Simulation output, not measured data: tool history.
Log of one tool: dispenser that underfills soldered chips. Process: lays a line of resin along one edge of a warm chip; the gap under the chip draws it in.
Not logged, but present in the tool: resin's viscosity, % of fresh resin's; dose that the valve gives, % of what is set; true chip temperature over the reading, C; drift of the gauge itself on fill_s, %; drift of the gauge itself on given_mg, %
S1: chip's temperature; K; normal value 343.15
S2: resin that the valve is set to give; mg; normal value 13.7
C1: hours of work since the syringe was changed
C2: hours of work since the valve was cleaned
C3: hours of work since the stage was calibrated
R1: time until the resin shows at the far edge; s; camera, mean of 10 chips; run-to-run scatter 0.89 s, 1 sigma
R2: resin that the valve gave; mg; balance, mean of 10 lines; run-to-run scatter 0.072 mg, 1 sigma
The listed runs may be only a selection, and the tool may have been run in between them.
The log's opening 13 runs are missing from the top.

At hour 117.5: dispensing valve cleaned and set on the balance.
At hour 123.4: new syringe of resin.
Run 14, hour 123.9: usual settings but S1 333.15 K, S2 13.3 mg; C1 0; C2 5; C3 101. Result: R1 124.5 s, R2 13.33 mg.
At hour 132.7: new syringe of resin.
Run 15, hour 137.9: usual settings but S2 16.4 mg; C1 4; C2 15; C3 111. Result: R1 96.4 s, R2 16.30 mg.
At hour 141.4: new syringe of resin.
At hour 150.3: new syringe of resin.
Run 16, hour 151.1: usual settings but S2 16.4 mg; C1 1; C2 24; C3 120. Result: R1 84.2 s, R2 16.43 mg.
At hour 159.7: new syringe of resin.
Run 17, hour 161.9: usual settings but S2 16.4 mg; C1 2; C2 32; C3 128. Result: R1 85.0 s, R2 16.34 mg.
At hour 168.7: new syringe of resin.
Run 18, hour 175.2: usual settings but S1 356.15 K, S2 12.9 mg; C1 5; C2 42; C3 138. Result: R1 58.8 s, R2 12.80 mg.
At hour 177.5: new syringe of resin.
Run 19, hour 182.2: usual settings but S1 356.15 K, S2 16.6 mg; C1 3; C2 47; C3 143. Result: R1 54.7 s, R2 16.31 mg.
At hour 186.6: new syringe of resin.
At hour 195.5: new syringe of resin.
Run 20, hour 196.9: usual settings but S1 356.15 K, S2 16.6 mg; C1 1; C2 58; C3 154. Result: R1 50.2 s, R2 16.36 mg.
At hour 204.6: new syringe of resin.
Run 21, hour 211.5: usual settings but S1 356.15 K, S2 16.6 mg; C1 5; C2 68; C3 164. Result: R1 59.2 s, R2 16.28 mg.
At hour 213.3: new syringe of resin.
At hour 222.4: new syringe of resin.
Run 22, hour 223.1: usual settings but S1 355.15 K, S2 12.5 mg; C1 0; C2 77; C3 173. Result: R1 52.9 s, R2 12.15 mg.

Estimate the outcome of run 23 from the log above:
At hour 232.0: new syringe of resin.
Run 23, hour 233.2: usual settings but S1 355.15 K, S2 12.5 mg; C1 1; C2 84; C3 180. Result: R1 ?, R2 ?.

R1: 52.5 s
R2: 12.18 mg
With no hidden state in the tool, this same run would have given R1 52.1 s, R2 12.49 mg.
